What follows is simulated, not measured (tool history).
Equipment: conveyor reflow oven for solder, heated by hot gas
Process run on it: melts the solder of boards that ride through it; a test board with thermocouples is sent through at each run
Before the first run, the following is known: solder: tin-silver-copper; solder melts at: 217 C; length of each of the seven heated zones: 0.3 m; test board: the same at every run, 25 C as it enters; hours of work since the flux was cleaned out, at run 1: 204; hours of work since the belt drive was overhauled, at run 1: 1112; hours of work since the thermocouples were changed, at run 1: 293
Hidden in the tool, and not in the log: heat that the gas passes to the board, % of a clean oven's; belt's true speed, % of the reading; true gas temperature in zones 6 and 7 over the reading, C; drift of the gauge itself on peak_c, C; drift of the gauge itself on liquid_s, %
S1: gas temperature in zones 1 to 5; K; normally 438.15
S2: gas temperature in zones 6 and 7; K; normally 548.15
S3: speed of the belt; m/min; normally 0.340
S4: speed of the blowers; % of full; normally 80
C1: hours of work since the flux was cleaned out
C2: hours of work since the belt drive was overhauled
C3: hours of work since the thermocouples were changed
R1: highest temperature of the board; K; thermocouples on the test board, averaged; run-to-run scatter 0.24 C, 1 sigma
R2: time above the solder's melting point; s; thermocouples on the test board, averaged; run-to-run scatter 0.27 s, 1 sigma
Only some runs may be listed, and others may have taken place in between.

{"run": 1, "hour": 0.0, "S1": 438.15, "S2": 548.15, "S3": 0.34, "S4": 80, "C1": 204, "C2": 1112, "C3": 293, "R1": 533.85, "R2": 84.1}
{"run": 2, "hour": 79.8, "S1": 438.15, "S2": 543.15, "S3": 0.34, "S4": 80, "C1": 259, "C2": 1166, "C3": 348, "R1": 529.75, "R2": 80.2}
{"run": 3, "hour": 134.4, "S1": 438.15, "S2": 543.15, "S3": 0.34, "S4": 80, "C1": 296, "C2": 1204, "C3": 386, "R1": 529.45, "R2": 80.2}
{"run": 4, "hour": 207.8, "S1": 438.15, "S2": 563.15, "S3": 0.34, "S4": 80, "C1": 347, "C2": 1254, "C3": 436, "R1": 547.55, "R2": 92.8}
{"hour": 233.6, "done": "flux residue cleaned out of gas plates and filters"}
{"run": 5, "hour": 254.6, "S1": 438.15, "S2": 563.15, "S3": 0.34, "S4": 80, "C1": 14, "C2": 1283, "C3": 465, "R1": 547.65, "R2": 93.2}
{"run": 6, "hour": 308.1, "S1": 438.15, "S2": 548.15, "S3": 0.34, "S4": 80, "C1": 51, "C2": 1320, "C3": 502, "R1": 534.15, "R2": 83.9}
{"run": 7, "hour": 397.2, "S1": 427.15, "S2": 548.15, "S3": 0.34, "S4": 80, "C1": 112, "C2": 1381, "C3": 563, "R1": 532.65, "R2": 78.0}
{"run": 8, "hour": 476.5, "S1": 439.15, "S2": 548.15, "S3": 0.303, "S4": 57, "C1": 167, "C2": 1436, "C3": 617, "R1": 532.35, "R2": 91.7}
{"run": 9, "hour": 567.1, "S1": 439.15, "S2": 548.15, "S3": 0.303, "S4": 57, "C1": 229, "C2": 1498, "C3": 680, "R1": 532.55, "R2": 92.1}
{"hour": 596.8, "done": "belt drive overhauled, speed set with a stopwatch"}
{"run": 10, "hour": 664.4, "S1": 439.15, "S2": 548.15, "S3": 0.303, "S4": 57, "C1": 293, "C2": 46, "C3": 744, "R1": 532.15, "R2": 92.2}
{"run": 11, "hour": 751.9, "S1": 440.15, "S2": 550.15, "S3": 0.392, "S4": 82, "C1": 353, "C2": 107, "C3": 804, "R1": 531.35, "R2": 70.7}
{"hour": 768.5, "done": "flux residue cleaned out of gas plates and filters"}
{"run": 12, "hour": 827.0, "S1": 438.15, "S2": 548.15, "S3": 0.384, "S4": 63, "C1": 40, "C2": 155, "C3": 852, "R1": 525.45, "R2": 64.4}
{"run": 13, "hour": 880.3, "S1": 438.15, "S2": 548.15, "S3": 0.384, "S4": 63, "C1": 77, "C2": 191, "C3": 889, "R1": 524.45, "R2": 64.5}

Take each entry between the runs: how does the hidden state at the last listed run before it differ from the hidden state at the first listed run after it?
Logged between run 4 and run 5: flux residue cleaned out of gas plates and filters (hour 233.6)
  heat that the gas passes to the board, % of a clean oven's: 99.7 -> 100; belt's true speed, % of the reading: 99.96 -> 99.95
Logged between run 9 and run 10: belt drive overhauled, speed set with a stopwatch (hour 596.8)
  belt's true speed, % of the reading: 99.95 -> 100
Logged between run 11 and run 12: flux residue cleaned out of gas plates and filters (hour 768.5)
  heat that the gas passes to the board, % of a clean oven's: 99.7 -> 100; belt's true speed, % of the reading: 100 -> 99.99
